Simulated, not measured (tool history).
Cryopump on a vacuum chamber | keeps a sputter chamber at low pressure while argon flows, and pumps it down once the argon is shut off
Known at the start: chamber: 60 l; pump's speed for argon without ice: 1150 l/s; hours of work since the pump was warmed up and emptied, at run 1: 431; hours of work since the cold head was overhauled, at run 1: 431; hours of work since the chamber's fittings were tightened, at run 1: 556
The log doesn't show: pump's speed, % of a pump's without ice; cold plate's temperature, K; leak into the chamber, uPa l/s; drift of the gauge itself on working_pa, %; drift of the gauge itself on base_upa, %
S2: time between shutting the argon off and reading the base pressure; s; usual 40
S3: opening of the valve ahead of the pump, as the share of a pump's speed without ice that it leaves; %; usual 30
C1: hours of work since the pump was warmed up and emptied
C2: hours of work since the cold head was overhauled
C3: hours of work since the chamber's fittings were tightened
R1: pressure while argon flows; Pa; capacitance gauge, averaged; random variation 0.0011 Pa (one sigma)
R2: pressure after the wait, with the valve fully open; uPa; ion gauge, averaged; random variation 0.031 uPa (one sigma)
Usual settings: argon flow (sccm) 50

{"run": 1, "day": 0.0, "argon flow (sccm)": 50, "S2": 40, "S3": 30, "C1": 431, "C2": 431, "C3": 556, "R1": 0.2598, "R2": 3.84}
{"run": 2, "day": 1.275, "argon flow (sccm)": 50, "S2": 40, "S3": 30, "C1": 457, "C2": 457, "C3": 582, "R1": 0.2592, "R2": 3.76}
{"run": 3, "day": 2.108, "argon flow (sccm)": 50, "S2": 40, "S3": 30, "C1": 475, "C2": 475, "C3": 600, "R1": 0.2642, "R2": 4.03}
{"run": 4, "day": 2.958, "argon flow (sccm)": 50, "S2": 40, "S3": 19, "C1": 493, "C2": 493, "C3": 618, "R1": 0.4062, "R2": 4.11}
{"run": 5, "day": 3.738, "argon flow (sccm)": 50, "S2": 40, "S3": 19, "C1": 509, "C2": 509, "C3": 634, "R1": 0.407, "R2": 4.13}
{"run": 6, "day": 5.004, "argon flow (sccm)": 50, "S2": 40, "S3": 19, "C1": 536, "C2": 536, "C3": 661, "R1": 0.4055, "R2": 4.28}
{"run": 7, "day": 6.396, "argon flow (sccm)": 50, "S2": 40, "S3": 19, "C1": 565, "C2": 565, "C3": 690, "R1": 0.4114, "R2": 4.42}
{"run": 8, "day": 7.058, "argon flow (sccm)": 50, "S2": 40, "S3": 19, "C1": 579, "C2": 579, "C3": 704, "R1": 0.4114, "R2": 4.52}
{"run": 9, "day": 8.004, "argon flow (sccm)": 99, "S2": 40, "S3": 19, "C1": 599, "C2": 599, "C3": 724, "R1": 0.8017, "R2": 4.67}
{"run": 10, "day": 9.271, "argon flow (sccm)": 99, "S2": 40, "S3": 19, "C1": 626, "C2": 626, "C3": 751, "R1": 0.8094, "R2": 4.75}
{"run": 11, "day": 10.704, "argon flow (sccm)": 99, "S2": 40, "S3": 19, "C1": 656, "C2": 656, "C3": 781, "R1": 0.818, "R2": 5.01}
{"run": 12, "day": 11.971, "argon flow (sccm)": 50, "S2": 40, "S3": 30, "C1": 682, "C2": 682, "C3": 807, "R1": 0.2746, "R2": 5.17}
{"run": 13, "day": 13.221, "argon flow (sccm)": 50, "S2": 40, "S3": 30, "C1": 709, "C2": 709, "C3": 834, "R1": 0.2773, "R2": 5.35}
{"run": 14, "day": 14.162, "argon flow (sccm)": 50, "S2": 40, "S3": 20, "C1": 729, "C2": 729, "C3": 854, "R1": 0.3951, "R2": 5.35}
{"run": 15, "day": 15.442, "argon flow (sccm)": 49, "S2": 202, "S3": 38, "C1": 755, "C2": 755, "C3": 880, "R1": 0.2222, "R2": 4.5}
{"day": 16.312, "done": "pump warmed up, emptied and cooled again"}
{"run": 16, "day": 16.312, "argon flow (sccm)": 49, "S2": 202, "S3": 38, "C1": 0, "C2": 769, "C3": 894, "R1": 0.1913, "R2": 3.36}
{"run": 17, "day": 17.154, "argon flow (sccm)": 25, "S2": 273, "S3": 19, "C1": 18, "C2": 787, "C3": 912, "R1": 0.1954, "R2": 3.48}
{"run": 18, "day": 18.55, "argon flow (sccm)": 50, "S2": 40, "S3": 58, "C1": 47, "C2": 816, "C3": 941, "R1": 0.1308, "R2": 4.49}
{"run": 19, "day": 19.608, "argon flow (sccm)": 31, "S2": 277, "S3": 18, "C1": 69, "C2": 839, "C3": 964, "R1": 0.2563, "R2": 3.64}
{"run": 20, "day": 20.979, "argon flow (sccm)": 62, "S2": 277, "S3": 18, "C1": 98, "C2": 867, "C3": 992, "R1": 0.5114, "R2": 3.85}
{"run": 21, "day": 21.838, "argon flow (sccm)": 80, "S2": 46, "S3": 39, "C1": 116, "C2": 885, "C3": 1011, "R1": 0.309, "R2": 4.94}
{"run": 22, "day": 22.608, "argon flow (sccm)": 80, "S2": 46, "S3": 39, "C1": 132, "C2": 902, "C3": 1027, "R1": 0.3108, "R2": 4.95}
{"day": 23.308, "done": "leaking fittings of the chamber tightened, without venting"}
{"run": 23, "day": 23.433, "argon flow (sccm)": 80, "S2": 46, "S3": 39, "C1": 148, "C2": 917, "C3": 3, "R1": 0.3092, "R2": 1.44}
{"run": 24, "day": 24.725, "argon flow (sccm)": 50, "S2": 40, "S3": 26, "C1": 175, "C2": 945, "C3": 30, "R1": 0.2907, "R2": 1.69}
{"run": 25, "day": 25.821, "argon flow (sccm)": 94, "S2": 33, "S3": 26, "C1": 198, "C2": 968, "C3": 53, "R1": 0.5471, "R2": 2}
{"run": 26, "day": 26.621, "argon flow (sccm)": 94, "S2": 33, "S3": 26, "C1": 215, "C2": 984, "C3": 70, "R1": 0.5491, "R2": 2.08}
{"run": 27, "day": 27.617, "argon flow (sccm)": 87, "S2": 23, "S3": 30, "C1": 236, "C2": 1005, "C3": 91, "R1": 0.4421, "R2": 2.87}
{"run": 28, "day": 28.358, "argon flow (sccm)": 25, "S2": 31, "S3": 57, "C1": 252, "C2": 1021, "C3": 106, "R1": 0.0689, "R2": 2.32}

Forecast each of these 5 alternatives for the next run:
{"run": "A", "day": 29.417, "argon flow (sccm)": 25, "S2": 27, "S3": 57, "C1": 274, "C2": 1043, "C3": 129, "R1": "?", "R2": "?"}
{"run": "B", "day": 29.417, "argon flow (sccm)": 57, "S2": 80, "S3": 42, "C1": 274, "C2": 1043, "C3": 129, "R1": "?", "R2": "?"}
{"run": "C", "day": 29.417, "argon flow (sccm)": 63, "S2": 141, "S3": 57, "C1": 274, "C2": 1043, "C3": 129, "R1": "?", "R2": "?"}
{"run": "D", "day": 29.417, "argon flow (sccm)": 50, "S2": 163, "S3": 30, "C1": 274, "C2": 1043, "C3": 129, "R1": "?", "R2": "?"}
{"run": "E", "day": 29.417, "argon flow (sccm)": 28, "S2": 226, "S3": 53, "C1": 274, "C2": 1043, "C3": 129, "R1": "?", "R2": "?"}

run=A R1=0.0703 R2=2.71
run=B R1=0.2114 R2=1.42
run=C R1=0.1762 R2=1.17
run=D R1=0.2553 R2=1.11
run=E R1=0.083 R2=1
Without the tool's hidden state the same runs would have given:
run=A R1=0.0649 R2=2.21
run=B R1=0.1991 R2=0.9
run=C R1=0.1626 R2=0.66
run=D R1=0.2445 R2=0.6
run=E R1=0.077 R2=0.49

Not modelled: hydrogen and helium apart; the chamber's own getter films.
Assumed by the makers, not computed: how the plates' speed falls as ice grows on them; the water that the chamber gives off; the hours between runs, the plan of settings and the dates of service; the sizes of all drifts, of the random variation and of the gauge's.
